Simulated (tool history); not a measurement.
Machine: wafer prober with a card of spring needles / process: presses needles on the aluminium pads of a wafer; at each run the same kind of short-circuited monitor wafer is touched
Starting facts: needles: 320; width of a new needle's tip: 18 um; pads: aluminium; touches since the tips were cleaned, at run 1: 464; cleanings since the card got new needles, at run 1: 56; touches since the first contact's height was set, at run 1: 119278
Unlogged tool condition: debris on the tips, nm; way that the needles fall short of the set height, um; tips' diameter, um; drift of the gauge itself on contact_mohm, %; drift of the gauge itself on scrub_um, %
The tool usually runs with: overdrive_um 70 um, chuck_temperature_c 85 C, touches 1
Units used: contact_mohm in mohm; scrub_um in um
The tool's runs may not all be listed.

run,day,overdrive_um,chuck_temperature_c,touches,touches since the tips were cleaned,cleanings since the card got new needles,touches since the first contact's height was set,contact_mohm,scrub_um
1,0,70,85,1,464,56,119278,203,10.95
# day 0.4: tips cleaned on abrasive film
# day 0.817: tips cleaned on abrasive film
2,1.142,70,85,1,4338,58,134466,201,10.95
# day 1.238: tips cleaned on abrasive film
# day 1.633: tips cleaned on abrasive film
# day 2.033: tips cleaned on abrasive film
3,2.038,70,85,1,33,61,146272,202,11
# day 2.404: tips cleaned on abrasive film
# day 2.775: tips cleaned on abrasive film
# day 3.162: tips cleaned on abrasive film
4,3.221,70,85,1,794,64,161991,204,10.99
# day 3.608: tips cleaned on abrasive film
# day 4.033: tips cleaned on abrasive film
5,4.3,70,85,1,3533,66,176314,203,11
# day 4.442: tips cleaned on abrasive film
# day 4.829: tips cleaned on abrasive film
# day 5.246: tips cleaned on abrasive film
6,5.442,58,85,1,2618,69,191471,206,9.13
# day 5.512: height of the first contact set anew
# day 5.658: tips cleaned on abrasive film
# day 6.042: tips cleaned on abrasive film
# day 6.417: tips cleaned on abrasive film
7,6.458,70,85,3,543,72,12499,203,11.08
# day 6.804: tips cleaned on abrasive film
8,7.079,70,85,1,3714,73,20761,202,11.14
# day 7.175: tips cleaned on abrasive film
# day 7.583: tips cleaned on abrasive film
9,7.838,70,85,1,3377,75,30788,203,11.1
# day 8.021: tips cleaned on abrasive film
# day 8.412: tips cleaned on abrasive film
# day 8.812: tips cleaned on abrasive film
10,8.912,70,85,1,1343,78,45062,204,11.1
# day 9.188: tips cleaned on abrasive film
# day 9.571: tips cleaned on abrasive film
# day 9.954: tips cleaned on abrasive film
11,10.033,70,125,1,1093,81,59919,215,11.15
# day 10.338: tips cleaned on abrasive film
# day 10.725: tips cleaned on abrasive film
12,10.804,70,125,1,1059,83,70109,212,11.17
# day 11.117: tips cleaned on abrasive film
# day 11.538: tips cleaned on abrasive film
13,11.596,70,85,1,775,85,80617,200,11.16
# day 11.958: tips cleaned on abrasive film
# day 12.354: tips cleaned on abrasive film
14,12.671,70,85,3,4255,87,94896,205,11.23
# day 12.729: tips cleaned on abrasive film
# day 13.096: tips cleaned on abrasive film
15,13.4,70,85,3,4073,89,104537,201,11.2
# day 13.492: tips cleaned on abrasive film
# day 13.904: tips cleaned on abrasive film
16,13.904,83,85,1,0,91,111185,196,13.27
# day 14.221: gauge calibrated
# day 14.283: tips cleaned on abrasive film
# day 14.717: tips cleaned on abrasive film
17,14.912,53,77,2,2645,93,124619,206,8.27
# day 15.096: tips cleaned on abrasive film
18,15.433,82,45,2,4554,94,131524,191,12.86
# day 15.529: tips cleaned on abrasive film
# day 15.9: tips cleaned on abrasive film
# day 16.292: tips cleaned on abrasive film
19,16.292,84,59,1,0,97,142843,191,13.15
# day 16.712: tips cleaned on abrasive film
20,17,56,85,1,3812,98,152265,209,8.82
# day 17.104: tips cleaned on abrasive film
# day 17.546: tips cleaned on abrasive film
21,17.783,56,85,1,3216,100,162686,205,8.81
# day 17.95: tips cleaned on abrasive film
# day 18.392: tips cleaned on abrasive film
# day 18.783: tips cleaned on abrasive film
22,18.783,57,45,2,0,103,175917,201,8.99
# day 19.167: tips cleaned on abrasive film
23,19.483,77,85,2,4212,104,185199,199,12.12
# day 19.571: tips cleaned on abrasive film
# day 19.975: tips cleaned on abrasive film
# day 20.038: height of the first contact set anew
# day 20.408: tips cleaned on abrasive film
24,20.408,70,89,1,0,107,4878,204,11.04
# day 20.779: tips cleaned on abrasive film
# day 21.154: tips cleaned on abrasive film
25,21.267,70,85,1,1523,109,16288,203,11.06
# day 21.571: tips cleaned on abrasive film
26,21.821,65,36,1,3344,110,23646,197,10.25
# day 22.004: tips cleaned on abrasive film
# day 22.421: tips cleaned on abrasive film
27,22.608,84,62,2,2516,112,34085,191,13.32
# day 22.825: tips cleaned on abrasive film
28,23.108,62,108,2,3828,113,40751,212,9.83
# day 23.258: tips cleaned on abrasive film
# day 23.679: tips cleaned on abrasive film
# day 24.088: tips cleaned on abrasive film
29,24.275,79,85,3,2536,116,56216,200,12.59

Consider 3 possible next runs. They are alternatives, not a sequence: every one starts from the tool as it was left by run 29. What does each give?
# day 24.471: tips cleaned on abrasive film
# day 24.846: tips cleaned on abrasive film
# day 25.271: tips cleaned on abrasive film
A,25.421,70,102,1,2007,119,71404,?,?
# day 24.471: tips cleaned on abrasive film
# day 24.846: tips cleaned on abrasive film
# day 25.271: tips cleaned on abrasive film
B,25.421,54,63,2,2007,119,71404,?,?
# day 24.471: tips cleaned on abrasive film
# day 24.846: tips cleaned on abrasive film
# day 25.271: tips cleaned on abrasive film
C,25.421,63,51,2,2007,119,71404,?,?

run,contact_mohm,scrub_um
A,208,11.14
B,203,8.64
C,197,10.01
Take away the tool's hidden state, keep each run's random variation, and the runs would have read:
run,contact_mohm,scrub_um
A,207,10.92
B,202,8.47
C,197,9.81
